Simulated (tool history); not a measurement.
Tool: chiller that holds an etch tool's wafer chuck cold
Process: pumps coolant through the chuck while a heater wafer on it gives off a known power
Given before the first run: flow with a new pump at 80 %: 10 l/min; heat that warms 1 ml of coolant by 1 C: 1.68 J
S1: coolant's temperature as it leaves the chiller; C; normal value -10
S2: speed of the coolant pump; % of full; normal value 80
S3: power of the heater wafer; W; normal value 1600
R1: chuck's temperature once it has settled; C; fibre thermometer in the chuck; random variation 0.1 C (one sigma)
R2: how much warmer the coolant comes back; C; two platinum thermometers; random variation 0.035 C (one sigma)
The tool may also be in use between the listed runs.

| run | day | S1 | S2 | S3 | R1 | R2 |
|---|---|---|---|---|---|---|
| 1 | 0.000 | -10 | 80 | 1600 | 4.9 | 5.80 |
| 2 | 5.250 | -7 | 80 | 1600 | 7.9 | 5.92 |
| 3 | 10.508 | -13 | 80 | 1600 | 2.0 | 5.85 |
| 4 | 16.296 | -13 | 80 | 1600 | 2.2 | 5.85 |
| 5 | 19.979 | -13 | 80 | 1600 | 2.3 | 5.90 |
| 6 | 22.471 | -10 | 80 | 1600 | 5.3 | 5.91 |
| 7 | 25.892 | -10 | 80 | 1600 | 5.3 | 5.91 |
| 8 | 30.804 | -10 | 80 | 1600 | 5.4 | 5.93 |
| 9 | 35.138 | -10 | 80 | 1600 | 5.6 | 5.98 |
| 10 | 41.050 | -10 | 80 | 1600 | 5.4 | 5.94 |
| 11 | 44.338 | -10 | 80 | 1600 | 5.5 | 5.98 |
| 12 | 50.008 | -13 | 80 | 1600 | 2.6 | 5.96 |
| 13 | 53.292 | -7 | 80 | 1745 | 10.0 | 6.55 |
| 14 | 57.342 | -7 | 71 | 1143 | 5.1 | 4.85 |
|  | 57.829 | coolant pump overhauled |
| 15 | 63.038 | -7 | 71 | 1838 | 12.6 | 7.98 |
| 16 | 67.538 | -12 | 93 | 1544 | 2.1 | 5.02 |
| 17 | 70.100 | 0 | 78 | 1756 | 17.7 | 6.84 |
| 18 | 75.946 | 0 | 78 | 1756 | 18.0 | 6.89 |
| 19 | 80.121 | 0 | 78 | 1756 | 17.9 | 6.93 |

Predict each of these 5 candidate next runs independently; none follows another, all start after run 19:
|  | 82.379 | coolant pump overhauled, once more |
| A | 84.046 | -18 | 78 | 1756 | ? | ? |
|  | 82.379 | coolant pump overhauled, once more |
| B | 84.046 | -5 | 88 | 1589 | ? | ? |
|  | 82.379 | coolant pump overhauled, once more |
| C | 84.046 | -3 | 78 | 1066 | ? | ? |
|  | 82.379 | coolant pump overhauled, once more |
| D | 84.046 | -10 | 92 | 2132 | ? | ? |
|  | 82.379 | coolant pump overhauled, once more |
| E | 84.046 | -10 | 80 | 891 | ? | ? |

| run | R1 | R2 |
|---|---|---|
| A | -0.5 | 6.45 |
| B | 9.6 | 5.14 |
| C | 7.7 | 3.88 |
| D | 9.0 | 6.47 |
| E | -1.0 | 3.19 |
The same runs, with their run-to-run variation unchanged, on a tool lacking any hidden condition would have given:
| run | R1 | R2 |
|---|---|---|
| A | -2.0 | 6.44 |
| B | 8.2 | 5.13 |
| C | 6.6 | 3.88 |
| D | 7.4 | 6.47 |
| E | -2.0 | 3.18 |
